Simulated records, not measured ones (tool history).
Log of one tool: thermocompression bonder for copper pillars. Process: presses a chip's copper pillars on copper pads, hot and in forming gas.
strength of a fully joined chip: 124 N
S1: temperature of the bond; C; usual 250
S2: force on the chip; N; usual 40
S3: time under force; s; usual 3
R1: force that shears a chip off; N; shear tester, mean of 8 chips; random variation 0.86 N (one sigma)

| run | hour | S1 | S2 | S3 | R1 |
|---|---|---|---|---|---|
| 1 | 0 | 250 | 40 | 3 | 69.6 |
| 2 | 20.7 | 250 | 40 | 3 | 71 |
| 3 | 56.4 | 250 | 40 | 3 | 69.8 |
| 4 | 75.9 | 250 | 40 | 3 | 70.3 |
| 5 | 112.9 | 250 | 40 | 3 | 70.4 |
| 6 | 129.3 | 250 | 40 | 3 | 70.5 |
| 7 | 158 | 244 | 40 | 3 | 65.6 |
| 8 | 184.7 | 244 | 40 | 3 | 64.7 |
| 9 | 200.3 | 244 | 40 | 3 | 65.2 |
| 10 | 216.2 | 234 | 42 | 9 | 84.1 |
| 11 | 239.8 | 234 | 55 | 6 | 88.5 |
| 12 | 267.1 | 278 | 25 | 4 | 77.3 |
| 13 | 302.3 | 274 | 44 | 3 | 93.1 |

Forecast each of these 4 alternatives for the next run:
| A | 327.1 | 279 | 39 | 2 | ? |
| B | 327.1 | 275 | 31 | 3 | ? |
| C | 327.1 | 221 | 52 | 7 | ? |
| D | 327.1 | 230 | 44 | 3 | ? |

| run | R1 |
|---|---|
| A | 84.1 |
| B | 77.6 |
| C | 75.8 |
| D | 58.9 |
Without the tool's hidden state the same runs would have given:
| run | R1 |
|---|---|
| A | 83.9 |
| B | 77.4 |
| C | 75.6 |
| D | 58.7 |
